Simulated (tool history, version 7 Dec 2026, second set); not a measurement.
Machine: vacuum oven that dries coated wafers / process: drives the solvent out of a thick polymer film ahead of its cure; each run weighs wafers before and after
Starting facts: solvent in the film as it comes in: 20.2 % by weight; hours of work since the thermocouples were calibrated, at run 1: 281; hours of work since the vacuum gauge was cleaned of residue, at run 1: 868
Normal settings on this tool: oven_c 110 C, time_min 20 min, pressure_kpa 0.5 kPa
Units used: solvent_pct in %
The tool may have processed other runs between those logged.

run    hour  oven_c  time_min  pressure_kpa  hours of work since the thermocouples were calibrated  hours of work since the vacuum gauge was cleaned of residue  solvent_pct
  1       0     110        20           0.5                                                    281                                                          868          2.3
  2    23.9     110        20           0.5                                                    291                                                          879         2.36
  3    54.6     110        20           0.5                                                    305                                                          892         2.27
  4    89.1     110        20           0.5                                                    320                                                          907         2.34
  5   115.9     110        18           0.5                                                    331                                                          919         2.77
  6   151.2     110        18           0.5                                                    347                                                          934         2.81
  7   174.2     110        20           0.5                                                    357                                                          944         2.27
  8   204.8     110        20           0.5                                                    370                                                          957          2.3
  9   246.4     110        11           0.5                                                    388                                                          976         5.42
 10   267.9     117        11           0.5                                                    398                                                          985         3.71
 11   310.5     110        20          0.64                                                    416                                                         1003         2.35
        324  -- vacuum gauge cleaned of residue and calibrated
 12   336.9     110        20          0.64                                                    427                                                            6         2.41
 13   361.1     110        20         0.458                                                    438                                                           16         2.25
 14   385.6     110        20         0.458                                                    448                                                           27         2.29
 15   414.9     110        20           0.5                                                    461                                                           40         2.31
 16   451.1     100        20           0.5                                                    477                                                           55         4.61
 17   484.8     110        21           0.5                                                    491                                                           70         2.08
 18   518.7     110        21         0.639                                                    506                                                           85         2.18
 19   538.8     110        21         0.639                                                    515                                                           94         2.22
 20   558.9     110        21         0.639                                                    524                                                          102         2.19
 21     587     110        21         0.639                                                    536                                                          114         2.16
 22   628.9     110        15           0.5                                                    554                                                          133         3.67
 23   661.5      99        15           0.5                                                    568                                                          147         6.53
 24   692.9      99        15           0.5                                                    582                                                          161         6.57
 25   711.6     100        15         0.441                                                    590                                                          169          6.2
 26     747     100        15         0.441                                                    606                                                          184         6.26
 27   779.3     102        29         0.357                                                    620                                                          198          2.2
 28   814.1     100        29         0.357                                                    635                                                          213         2.61
 29   853.4     100        29         0.357                                                    652                                                          231         2.59
 30   891.1     100        12         0.357                                                    668                                                          247         7.52
 31   927.3      99        17         0.417                                                    684                                                          263         5.75
 32   948.6     122        21         0.949                                                    693                                                          272         0.84
 33   974.2     122        21         0.949                                                    704                                                          283         0.85
 34   995.8     122        20         0.559                                                    714                                                          293         0.76
 35  1035.6     122        20         0.559                                                    731                                                          310         0.77
 36  1059.5     107        20         1.284                                                    742                                                          320         3.36
 37  1100.2     108        24         0.317                                                    759                                                          338         1.84
 38  1138.7     114        11         1.076                                                    776                                                          355         4.64
 39  1168.6     114        11         1.076                                                    789                                                          368         4.66
 40  1210.9     114        11         1.076                                                    808                                                          386          4.7
 41    1231     110        20         0.958                                                    816                                                          395         2.58
 42    1270     113        18         1.657                                                    833                                                          412         2.76
 43  1289.9     113        15         0.496                                                    842                                                          421            3
 44  1324.4     110        30           0.5                                                    857                                                          436         1.03
 45    1347     110        20         1.432                                                    867                                                          445          2.8
 46  1373.3     110        20         1.432                                                    878                                                          457         2.87

How the hidden state differs across the entries between the runs, from the last listed run before each to the first after it:
Run 11 -> run 12: vacuum gauge cleaned of residue and calibrated (hour 324)
  true pressure over the reading, kPa: 0.014 -> 0

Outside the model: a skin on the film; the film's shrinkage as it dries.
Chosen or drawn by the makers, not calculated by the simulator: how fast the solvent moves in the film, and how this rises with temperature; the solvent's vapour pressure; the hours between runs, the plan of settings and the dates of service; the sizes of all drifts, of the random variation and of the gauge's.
